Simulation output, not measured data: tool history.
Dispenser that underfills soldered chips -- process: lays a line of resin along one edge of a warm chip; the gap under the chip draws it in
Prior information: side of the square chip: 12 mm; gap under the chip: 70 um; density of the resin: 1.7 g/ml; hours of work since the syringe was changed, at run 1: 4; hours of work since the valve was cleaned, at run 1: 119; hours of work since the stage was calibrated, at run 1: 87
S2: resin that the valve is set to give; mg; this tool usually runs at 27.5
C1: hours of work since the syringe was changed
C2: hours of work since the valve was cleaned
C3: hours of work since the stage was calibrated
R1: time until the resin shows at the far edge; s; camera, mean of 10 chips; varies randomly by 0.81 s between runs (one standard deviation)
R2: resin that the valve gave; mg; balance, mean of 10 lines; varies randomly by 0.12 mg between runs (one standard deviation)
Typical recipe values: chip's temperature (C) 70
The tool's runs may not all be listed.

run 1 hour=0.0 | chip's_temperature_(C)=70 S2=27.5 | C1=4 C2=119 C3=87 | R1=87.5 R2=25.19
run 2 hour=3.7 | chip's_temperature_(C)=70 S2=27.5 | C1=6 C2=122 C3=90 | R1=97.0 R2=25.12
run 3 hour=6.6 | chip's_temperature_(C)=70 S2=27.5 | C1=8 C2=124 C3=92 | R1=103.9 R2=25.27
-- hour=10.5 new syringe of resin
run 4 hour=10.6 | chip's_temperature_(C)=70 S2=28.0 | C1=0 C2=126 C3=94 | R1=78.4 R2=25.77
run 5 hour=13.1 | chip's_temperature_(C)=70 S2=24.0 | C1=2 C2=128 C3=96 | R1=86.6 R2=21.85
run 6 hour=16.2 | chip's_temperature_(C)=70 S2=24.0 | C1=4 C2=130 C3=98 | R1=93.2 R2=21.92
run 7 hour=18.9 | chip's_temperature_(C)=70 S2=34.0 | C1=6 C2=132 C3=100 | R1=93.2 R2=30.89
run 8 hour=22.3 | chip's_temperature_(C)=70 S2=34.0 | C1=8 C2=134 C3=102 | R1=103.1 R2=30.90
run 9 hour=24.7 | chip's_temperature_(C)=70 S2=34.0 | C1=10 C2=136 C3=104 | R1=109.0 R2=30.91
-- hour=26.7 new syringe of resin
run 10 hour=28.6 | chip's_temperature_(C)=70 S2=34.0 | C1=1 C2=138 C3=106 | R1=80.6 R2=30.89
run 11 hour=32.6 | chip's_temperature_(C)=70 S2=34.0 | C1=4 C2=141 C3=109 | R1=90.0 R2=30.59
-- hour=35.6 dispensing valve cleaned and set on the balance
run 12 hour=36.5 | chip's_temperature_(C)=70 S2=27.5 | C1=6 C2=1 C3=111 | R1=96.3 R2=27.58
run 13 hour=40.0 | chip's_temperature_(C)=77 S2=27.5 | C1=8 C2=3 C3=113 | R1=83.9 R2=27.46
run 14 hour=42.0 | chip's_temperature_(C)=77 S2=27.5 | C1=10 C2=4 C3=115 | R1=86.6 R2=27.66
-- hour=43.8 new syringe of resin
run 15 hour=46.0 | chip's_temperature_(C)=77 S2=27.5 | C1=2 C2=7 C3=117 | R1=63.3 R2=27.67
run 16 hour=49.9 | chip's_temperature_(C)=77 S2=27.5 | C1=4 C2=10 C3=120 | R1=70.9 R2=27.64
run 17 hour=53.7 | chip's_temperature_(C)=70 S2=32.1 | C1=7 C2=12 C3=122 | R1=97.4 R2=31.90
run 18 hour=55.7 | chip's_temperature_(C)=57 S2=27.5 | C1=8 C2=14 C3=124 | R1=165.5 R2=27.27
run 19 hour=59.2 | chip's_temperature_(C)=57 S2=27.5 | C1=11 C2=16 C3=126 | R1=180.2 R2=27.34
-- hour=59.8 new syringe of resin
run 20 hour=63.8 | chip's_temperature_(C)=57 S2=27.5 | C1=3 C2=19 C3=129 | R1=136.9 R2=27.25
run 21 hour=65.7 | chip's_temperature_(C)=70 S2=31.3 | C1=4 C2=20 C3=130 | R1=89.2 R2=31.23
run 22 hour=69.0 | chip's_temperature_(C)=62 S2=31.3 | C1=6 C2=22 C3=133 | R1=128.2 R2=31.01
run 23 hour=71.5 | chip's_temperature_(C)=62 S2=31.3 | C1=8 C2=24 C3=134 | R1=137.4 R2=31.14
run 24 hour=75.1 | chip's_temperature_(C)=70 S2=33.0 | C1=10 C2=27 C3=137 | R1=113.8 R2=32.48
-- hour=75.6 new syringe of resin
run 25 hour=78.8 | chip's_temperature_(C)=84 S2=31.2 | C1=2 C2=29 C3=139 | R1=52.0 R2=30.84
run 26 hour=81.9 | chip's_temperature_(C)=84 S2=24.7 | C1=4 C2=31 C3=141 | R1=57.9 R2=24.35
run 27 hour=84.6 | chip's_temperature_(C)=84 S2=34.5 | C1=6 C2=33 C3=143 | R1=59.6 R2=33.83
run 28 hour=89.1 | chip's_temperature_(C)=75 S2=34.8 | C1=9 C2=36 C3=146 | R1=90.5 R2=34.32
-- hour=91.6 new syringe of resin
run 29 hour=92.5 | chip's_temperature_(C)=75 S2=29.7 | C1=1 C2=38 C3=148 | R1=67.2 R2=29.03
run 30 hour=96.7 | chip's_temperature_(C)=69 S2=28.1 | C1=4 C2=41 C3=151 | R1=92.3 R2=27.56
run 31 hour=100.8 | chip's_temperature_(C)=70 S2=33.0 | C1=6 C2=44 C3=154 | R1=97.7 R2=32.16
run 32 hour=103.6 | chip's_temperature_(C)=56 S2=27.5 | C1=8 C2=46 C3=156 | R1=176.5 R2=26.88
-- hour=107.5 new syringe of resin
run 33 hour=107.5 | chip's_temperature_(C)=62 S2=35.3 | C1=0 C2=48 C3=158 | R1=101.5 R2=34.16
run 34 hour=112.0 | chip's_temperature_(C)=83 S2=33.6 | C1=3 C2=51 C3=161 | R1=55.0 R2=32.76
run 35 hour=115.2 | chip's_temperature_(C)=82 S2=30.5 | C1=5 C2=53 C3=164 | R1=61.2 R2=29.54
run 36 hour=119.7 | chip's_temperature_(C)=64 S2=32.8 | C1=8 C2=56 C3=167 | R1=129.3 R2=31.75
run 37 hour=122.4 | chip's_temperature_(C)=64 S2=32.8 | C1=10 C2=58 C3=169 | R1=140.3 R2=31.81

Describe how what the log doesn't record of the tool's condition differs between the last listed run preceding each entry between runs and the first listed run following it.
Logged between run 3 and run 4: new syringe of resin (hour 10.5)
  resin's viscosity, % of fresh resin's: 136.3 -> 101.8; dose that the valve gives, % of what is set: 91.62 -> 91.46; true chip temperature over the reading, C: -0.53 -> -0.55
  measured value less the no-hidden-state value, R1: +30.1 -> +3.7 s; R2: -2.31 -> -2.41 mg
Logged between run 9 and run 10: new syringe of resin (hour 26.7)
  resin's viscosity, % of fresh resin's: 146.4 -> 106.8; dose that the valve gives, % of what is set: 90.77 -> 90.6; true chip temperature over the reading, C: -0.61 -> -0.63
  measured value less the no-hidden-state value, R1: +36.5 -> +7.1 s; R2: -3.13 -> -3.21 mg
Logged between run 11 and run 12: dispensing valve cleaned and set on the balance (hour 35.6)
  resin's viscosity, % of fresh resin's: 118.2 -> 127.4; dose that the valve gives, % of what is set: 90.41 -> 100.52; true chip temperature over the reading, C: -0.65 -> -0.66
  measured value less the no-hidden-state value, R1: +15.8 -> +22.4 s; R2: -3.25 -> +0.14 mg
Logged between run 14 and run 15: new syringe of resin (hour 43.8)
  resin's viscosity, % of fresh resin's: 146.6 -> 105.7; dose that the valve gives, % of what is set: 100.24 -> 100.07; true chip temperature over the reading, C: -0.69 -> -0.71
  measured value less the no-hidden-state value, R1: +29.0 -> +4.8 s; R2: +0.06 -> +0.02 mg
Logged between run 19 and run 20: new syringe of resin (hour 59.8)
  resin's viscosity, % of fresh resin's: 148.3 -> 111.1; dose that the valve gives, % of what is set: 99.45 -> 99.25; true chip temperature over the reading, C: -0.77 -> -0.79
  measured value less the no-hidden-state value, R1: +62.1 -> +17.4 s; R2: -0.15 -> -0.21 mg
Logged between run 24 and run 25: new syringe of resin (hour 75.6)
  resin's viscosity, % of fresh resin's: 148.4 -> 108.8; dose that the valve gives, % of what is set: 98.7 -> 98.53; true chip temperature over the reading, C: -0.84 -> -0.86
  measured value less the no-hidden-state value, R1: +39.3 -> +5.5 s; R2: -0.42 -> -0.46 mg
Logged between run 28 and run 29: new syringe of resin (hour 91.6)
  resin's viscosity, % of fresh resin's: 141.7 -> 103.7; dose that the valve gives, % of what is set: 98.05 -> 97.9; true chip temperature over the reading, C: -0.91 -> -0.92
  measured value less the no-hidden-state value, R1: +28.6 -> +4.4 s; R2: -0.68 -> -0.62 mg
Logged between run 32 and run 33: new syringe of resin (hour 107.5)
  resin's viscosity, % of fresh resin's: 137.9 -> 99.6; dose that the valve gives, % of what is set: 97.38 -> 97.2; true chip temperature over the reading, C: -0.97 -> -0.99
  measured value less the no-hidden-state value, R1: +53.5 -> +3.3 s; R2: -0.72 -> -0.99 mg
